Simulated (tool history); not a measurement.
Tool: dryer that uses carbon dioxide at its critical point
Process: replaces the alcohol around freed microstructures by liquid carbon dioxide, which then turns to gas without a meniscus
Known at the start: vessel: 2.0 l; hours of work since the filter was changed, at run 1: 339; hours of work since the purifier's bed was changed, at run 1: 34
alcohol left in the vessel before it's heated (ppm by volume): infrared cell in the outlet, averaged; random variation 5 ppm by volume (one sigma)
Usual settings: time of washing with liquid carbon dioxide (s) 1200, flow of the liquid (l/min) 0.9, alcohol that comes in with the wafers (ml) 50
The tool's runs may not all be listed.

run   hour  time of washing with liquid carbon dioxide (s)  flow of the liquid (l/min)  alcohol that comes in with the wafers (ml)  hours of work since the filter was changed  hours of work since the purifier's bed was changed  alcohol left in the vessel before it's heated (ppm by volume)
  1      0                                            1200                         0.9                                          50                                         339                                                  34                                                             36
  2   14.8                                            1200                         0.9                                          50                                         344                                                  39                                                             40
  3   34.4                                            1200                         0.9                                          50                                         351                                                  45                                                             43
  4   57.1                                            1200                         0.9                                          50                                         358                                                  53                                                             34
  5   78.5                                            1200                         0.9                                          50                                         365                                                  60                                                             39
  6   90.7                                            1200                         0.9                                          50                                         369                                                  64                                                             41
  7  103.4                                            1200                         0.9                                          50                                         374                                                  68                                                             38
  8  113.7                                             960                         0.9                                          50                                         377                                                  72                                                            125
  9  132.3                                             960                       0.631                                          50                                         383                                                  78                                                            559
 10  153.2                                            1080                         0.9                                          50                                         390                                                  85                                                             62
 11  175.5                                            1200                         0.9                                          50                                         398                                                  92                                                             38
 12  189.8                                            1200                         0.9                                          50                                         402                                                  97                                                             39
 13    209                                            1200                         0.9                                          50                                         409                                                 103                                                             46
 14  228.7                                            1200                         0.9                                          50                                         415                                                 110                                                             45
 15  248.8                                            1860                         0.9                                          50                                         422                                                 116                                                              9
 16  270.6                                             840                       0.576                                          21                                         429                                                 124                                                            521
 17  280.7                                            1020                         0.9                                          50                                         432                                                 127                                                             98
 18  300.5                                             720                         0.9                                          21                                         439                                                 134                                                            195
 19  316.7                                             720                         0.9                                          21                                         444                                                 139                                                            203
 20  329.7                                             720                       1.468                                          44                                         449                                                 143                                                             52
 21  342.6                                            1680                       0.727                                          95                                         453                                                 148                                                             50
 22  355.8                                            1020                         0.9                                          22                                         457                                                 152                                                             54
 23  375.9                                            1080                       0.838                                          52                                         464                                                 159                                                            118

Forecast run 24:
 24   387                                            1020                       1.486                                          34                                         468                                                 162                                                              ?

alcohol left in the vessel before it's heated (ppm by volume): 21
Without the tool's hidden state the same run would have given alcohol left in the vessel before it's heated (ppm by volume) 4.

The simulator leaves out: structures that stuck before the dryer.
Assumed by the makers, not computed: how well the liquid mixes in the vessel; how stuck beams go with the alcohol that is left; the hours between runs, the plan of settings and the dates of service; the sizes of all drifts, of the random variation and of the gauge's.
